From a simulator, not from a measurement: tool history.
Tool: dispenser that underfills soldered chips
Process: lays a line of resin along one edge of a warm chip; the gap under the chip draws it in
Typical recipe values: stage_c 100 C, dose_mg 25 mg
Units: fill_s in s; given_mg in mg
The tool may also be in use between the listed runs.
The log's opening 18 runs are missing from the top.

run,hour,stage_c,dose_mg,hours of work since the syringe was changed,hours of work since the valve was cleaned,hours of work since the stage was calibrated,fill_s,given_mg
# hour 188.8: new syringe of resin
19,192.4,100,21.5,3,22,295,57.2,21.24
# hour 199.8: new syringe of resin
20,205,100,21.5,4,30,304,60.1,21.09
# hour 210.8: new syringe of resin
21,219.1,107,26.1,6,40,314,56.1,25.42
# hour 222.1: new syringe of resin
22,226.3,107,29.4,3,45,318,43.5,28.51
# hour 233.3: new syringe of resin
23,235.8,95,29.9,2,51,325,58.5,28.96
# hour 241.6: dispensing valve cleaned and set on the balance
# hour 246.2: new syringe of resin
24,246.9,95,29.9,0,3,332,53,29.82
# hour 257.8: new syringe of resin
25,258.8,91,23.5,1,12,340,63.1,23.34
# hour 268.7: new syringe of resin
26,273.4,103,28.9,3,22,350,52.7,28.44

Run 27 has not been measured yet. What should we expect?
# hour 280.1: new syringe of resin
27,287,94,26.7,5,31,360,?,?

Run 27 measured fill_s 76.5 s, given_mg 26.07 mg.
If the tool had no hidden condition, the same run with the same run-to-run variation would have returned fill_s 54.1 s, given_mg 26.63 mg.
